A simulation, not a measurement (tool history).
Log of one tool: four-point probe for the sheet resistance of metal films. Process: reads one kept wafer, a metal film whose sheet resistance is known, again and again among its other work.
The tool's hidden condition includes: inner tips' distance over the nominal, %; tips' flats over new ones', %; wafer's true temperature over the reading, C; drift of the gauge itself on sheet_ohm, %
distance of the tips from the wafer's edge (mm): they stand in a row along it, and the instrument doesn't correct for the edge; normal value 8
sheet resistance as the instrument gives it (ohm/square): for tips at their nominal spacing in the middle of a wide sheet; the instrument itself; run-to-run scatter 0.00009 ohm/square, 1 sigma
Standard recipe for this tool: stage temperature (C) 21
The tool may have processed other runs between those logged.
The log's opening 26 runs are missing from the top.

run	hour	stage temperature (C)	distance of the tips from the wafer's edge (mm)	touches since the probe head was changed	hours of work since the stage's thermometer was calibrated	sheet resistance as the instrument gives it (ohm/square)
27	479.1	22	10	21935	1738	0.449777
28	501.4	22	10	22579	1751	0.449695
29	520.6	20	11	23134	1762	0.44976
30	544.4	25	18	23819	1775	0.446427
31	558.4	25	18	24222	1783	0.446402
32	583.7	29	25	24954	1797	0.445044
33	606.7	19	74	25615	1810	0.446804
34	622.3	19	74	26066	1819	0.446823
35	637.5	19	14	26504	1828	0.448752
36	650.5	30	15	26879	1835	0.44575
37	668	19	27	27384	1845	0.4473
38	681.6	22	8	27776	1852	0.451885
39	700.4	32	6	28318	1863	0.454075
40	726.6	32	6	29074	1878	0.453927
41	752.8	32	6	29830	1893	0.454181
42	765.8	24	15	30205	1900	0.447005
43	790.7	31	8	30924	1914	0.44983
44	815.5	31	8	31640	1928	0.449899

Branching from run 44: 5 alternative next runs. What would each branch give?
A	841.8	31	61	32398	1943	?
B	841.8	19	24	32398	1943	?
C	841.8	20	73	32398	1943	?
D	841.8	21	7	32398	1943	?
E	841.8	21	18	32398	1943	?

run	sheet resistance as the instrument gives it (ohm/square)
A	0.443859
B	0.447451
C	0.446496
D	0.453963
E	0.447339
Without the tool's unlogged condition, the same runs would have read:
run	sheet resistance as the instrument gives it (ohm/square)
A	0.443851
B	0.447443
C	0.446489
D	0.453955
E	0.447332

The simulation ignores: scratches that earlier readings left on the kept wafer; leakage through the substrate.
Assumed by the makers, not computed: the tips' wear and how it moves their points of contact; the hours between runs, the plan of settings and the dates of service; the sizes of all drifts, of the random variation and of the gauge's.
